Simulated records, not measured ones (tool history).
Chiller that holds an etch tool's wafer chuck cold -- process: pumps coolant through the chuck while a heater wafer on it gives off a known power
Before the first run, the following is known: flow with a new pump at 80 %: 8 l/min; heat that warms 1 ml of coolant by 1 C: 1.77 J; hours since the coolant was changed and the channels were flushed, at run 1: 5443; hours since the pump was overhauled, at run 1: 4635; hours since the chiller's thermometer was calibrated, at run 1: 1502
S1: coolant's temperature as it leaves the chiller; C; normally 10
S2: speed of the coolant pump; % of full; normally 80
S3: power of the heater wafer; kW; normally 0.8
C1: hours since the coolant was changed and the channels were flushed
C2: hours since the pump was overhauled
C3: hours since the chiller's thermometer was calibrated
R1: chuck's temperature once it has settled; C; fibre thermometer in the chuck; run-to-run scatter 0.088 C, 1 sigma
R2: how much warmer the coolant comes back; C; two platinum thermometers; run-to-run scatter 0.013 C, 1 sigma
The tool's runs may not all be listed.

run	hour	S1	S2	S3	C1	C2	C3	R1	R2
1	0	10	80	0.8	5443	4635	1502	18.44	3.5
2	115	10	80	0.8	5558	4750	1617	18.48	3.52
3	166.1	10	80	0.8	5609	4801	1668	18.55	3.52
4	226.1	10	80	0.8	5669	4861	1728	18.63	3.5
5	316.2	10	80	0.8	5759	4951	1818	18.61	3.51
6	434.9	10	80	0.8	5878	5070	1937	18.56	3.55
7	535.7	10	80	0.8	5978	5171	2037	18.65	3.54
8	658.6	10	80	0.439	6101	5293	2160	15.06	1.96
9	776.6	10	80	0.439	6219	5411	2278	14.73	1.92
10	860.2	10	80	0.439	6303	5495	2362	14.83	1.93
11	922.7	10	80	0.439	6365	5558	2425	14.9	1.95
12	972.4	10	80	0.439	6415	5607	2474	15.03	1.94
13	1056.2	10	80	0.439	6499	5691	2558	14.95	1.96
14	1130	10	80	0.8	6573	5765	2632	18.94	3.58
15	1186.4	10	65	0.8	6629	5821	2688	20.63	4.49
16	1293.7	10	65	0.8	6736	5929	2796	20.8	4.51
17	1348	11	65	0.516	6791	5983	2850	18.05	2.9
18	1464	2	69	0.8	6907	6099	2966	12.37	4.2
19	1544.8	2	69	0.8	6987	6180	3047	12.31	4.24
20	1665.9	8	69	0.696	7109	6301	3168	17	3.64
# hour 1734.7: chiller's thermometer calibrated
21	1780.7	8	69	0.696	7222	6415	46	16.69	3.68
22	1860.7	10	80	0.541	7302	6495	126	15.76	2.41
23	1962.4	10	81	0.541	7404	6596	228	15.61	2.39
24	2072.8	16	69	1.105	7514	6707	338	29.81	5.84
25	2193.9	7	80	1.083	7636	6828	459	18.52	4.85
26	2291.1	3	83	0.522	7733	6925	556	8.47	2.26
27	2347.5	3	83	0.522	7789	6981	613	8.53	2.23
28	2437.2	4	72	1.102	7879	7071	703	17.3	5.59
29	2511.1	10	84	1.152	7953	7145	776	22.01	4.92
30	2571.2	10	63	0.8	8013	7205	837	21.14	4.69
31	2660.5	9	87	0.836	8102	7294	926	17.53	3.43
32	2754.8	10	80	0.516	8196	7389	1020	15.65	2.32

4 ways to go on from here, each from the tool as it stands after run 32. What would each give?
A	2868.9	1	98	0.694	8311	7503	1134	?	?
B	2868.9	10	89	0.453	8311	7503	1134	?	?
C	2868.9	9	81	0.516	8311	7503	1134	?	?
D	2868.9	14	67	0.436	8311	7503	1134	?	?

run	R1	R2
A	7.32	2.49
B	14.57	1.83
C	14.67	2.27
D	19.87	2.4
Without the tool's unlogged condition, the same runs would have read:
run	R1	R2
A	6.22	2.33
B	13.78	1.72
C	13.69	2.13
D	18.88	2.25
